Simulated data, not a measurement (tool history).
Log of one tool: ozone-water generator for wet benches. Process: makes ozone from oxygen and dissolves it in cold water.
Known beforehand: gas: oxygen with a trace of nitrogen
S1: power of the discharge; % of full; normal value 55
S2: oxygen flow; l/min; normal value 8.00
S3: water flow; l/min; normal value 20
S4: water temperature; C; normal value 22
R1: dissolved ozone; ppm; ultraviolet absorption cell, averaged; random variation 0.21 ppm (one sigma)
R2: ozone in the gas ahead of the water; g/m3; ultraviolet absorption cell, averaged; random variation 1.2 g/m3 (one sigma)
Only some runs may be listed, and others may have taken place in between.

run	hour	S1	S2	S3	S4	R1	R2
1	0.0	55	8.00	20	22	29.7	222.1
2	15.2	55	8.00	20	22	29.6	219.7
3	32.9	55	8.00	20	22	29.7	221.4
4	51.2	55	8.00	20	16	33.3	220.6
5	71.2	55	8.00	20	22	29.5	218.8
6	95.8	55	8.00	20	22	29.4	220.0
7	123.1	55	8.00	20	22	29.7	219.5
8	144.4	76	8.00	20	22	35.9	267.3
9	173.9	76	8.00	20	22	35.3	266.7
10	202.3	76	7.56	20	19	37.5	272.0
11	224.1	76	12.33	25	19	34.2	224.1
12	251.7	69	13.32	20	22	33.2	209.1
13	268.0	69	13.32	16	17	41.5	210.0
14	289.4	98	8.80	31	22	31.9	295.4
15	307.8	98	8.80	17	17	50.0	301.0
16	329.0	55	8.00	19	19	31.9	219.2
17	361.4	55	9.10	15	22	34.0	210.4
18	387.2	55	8.00	14	16	39.4	219.4

Predict each of these 3 candidate next runs independently; none follows another, all start after run 18:
A	420.9	43	4.98	17	16	?	?
B	420.9	55	8.00	18	16	?	?
C	420.9	66	10.86	20	18	?	?

run	R1	R2
A	29.6	226.1
B	35.1	220.3
C	35.4	220.0
Stripped of hidden state, with their random variation kept, the same runs would have yielded:
run	R1	R2
A	30.9	228.8
B	36.9	223.5
C	37.4	223.6

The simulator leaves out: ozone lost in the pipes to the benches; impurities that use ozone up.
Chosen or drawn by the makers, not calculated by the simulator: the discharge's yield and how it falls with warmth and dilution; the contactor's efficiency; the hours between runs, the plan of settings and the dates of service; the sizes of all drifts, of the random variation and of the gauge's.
